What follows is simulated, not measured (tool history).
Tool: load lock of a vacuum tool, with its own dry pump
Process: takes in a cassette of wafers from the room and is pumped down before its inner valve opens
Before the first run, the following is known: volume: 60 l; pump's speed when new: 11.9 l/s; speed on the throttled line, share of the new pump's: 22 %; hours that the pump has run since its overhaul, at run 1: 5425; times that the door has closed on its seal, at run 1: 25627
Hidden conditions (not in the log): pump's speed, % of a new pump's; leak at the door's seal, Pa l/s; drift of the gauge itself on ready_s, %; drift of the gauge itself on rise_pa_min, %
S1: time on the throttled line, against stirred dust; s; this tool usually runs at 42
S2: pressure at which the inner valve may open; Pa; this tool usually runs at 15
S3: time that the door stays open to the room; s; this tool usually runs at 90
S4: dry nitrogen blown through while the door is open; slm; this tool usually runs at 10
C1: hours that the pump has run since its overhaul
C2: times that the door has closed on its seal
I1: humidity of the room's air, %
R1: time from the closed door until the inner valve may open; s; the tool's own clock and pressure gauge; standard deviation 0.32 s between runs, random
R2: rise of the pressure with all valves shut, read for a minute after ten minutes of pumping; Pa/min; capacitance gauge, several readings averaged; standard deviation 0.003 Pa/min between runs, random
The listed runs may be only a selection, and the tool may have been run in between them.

| run | day | S1 | S2 | S3 | S4 | C1 | C2 | I1 | R1 | R2 |
|---|---|---|---|---|---|---|---|---|---|---|
| 1 | 0.000 | 42 | 15 | 90 | 10 | 5425 | 25627 | 44.9 | 79.5 | 0.173 |
| 2 | 7.067 | 42 | 15 | 90 | 10 | 5594 | 25941 | 47.5 | 79.9 | 0.178 |
| 3 | 14.529 | 42 | 15 | 90 | 10 | 5774 | 26274 | 44.3 | 78.8 | 0.177 |
| 4 | 24.796 | 42 | 15 | 90 | 10 | 6020 | 26731 | 44.2 | 79.7 | 0.174 |
| 5 | 30.504 | 42 | 15 | 90 | 10 | 6157 | 26985 | 42.7 | 79.4 | 0.184 |
| 6 | 37.817 | 42 | 15 | 90 | 15 | 6332 | 27310 | 46.7 | 79.2 | 0.183 |
| 7 | 47.517 | 42 | 15 | 90 | 15 | 6565 | 27742 | 44.8 | 79.6 | 0.189 |
| 8 | 53.154 | 42 | 15 | 66 | 10 | 6701 | 27993 | 44.1 | 79.7 | 0.185 |
| 9 | 60.258 | 41 | 15 | 27 | 10 | 6871 | 28309 | 47.6 | 79.2 | 0.180 |
| 10 | 67.596 | 47 | 18 | 70 | 10 | 7047 | 28636 | 43.3 | 82.7 | 0.191 |
| 11 | 74.292 | 47 | 18 | 70 | 10 | 7208 | 28934 | 44.2 | 82.7 | 0.188 |
| 12 | 84.825 | 47 | 18 | 70 | 10 | 7461 | 29403 | 42.6 | 83.4 | 0.195 |

4 options for the next run, each taken on its own from the tool as it stands now. Forecast them:
| A | 91.142 | 42 | 15 | 100 | 10 | 7612 | 29684 | 45.2 | ? | ? |
| B | 91.142 | 42 | 15 | 29 | 10 | 7612 | 29684 | 43.7 | ? | ? |
| C | 91.142 | 28 | 10 | 90 | 8 | 7612 | 29684 | 45.0 | ? | ? |
| D | 91.142 | 47 | 29 | 41 | 10 | 7612 | 29684 | 44.5 | ? | ? |

| run | R1 | R2 |
|---|---|---|
| A | 79.9 | 0.206 |
| B | 80.6 | 0.189 |
| C | 71.4 | 0.209 |
| D | 81.0 | 0.188 |
Without the tool's unlogged condition, the same runs would have read:
| run | R1 | R2 |
|---|---|---|
| A | 77.3 | 0.051 |
| B | 77.9 | 0.030 |
| C | 68.4 | 0.053 |
| D | 78.6 | 0.033 |
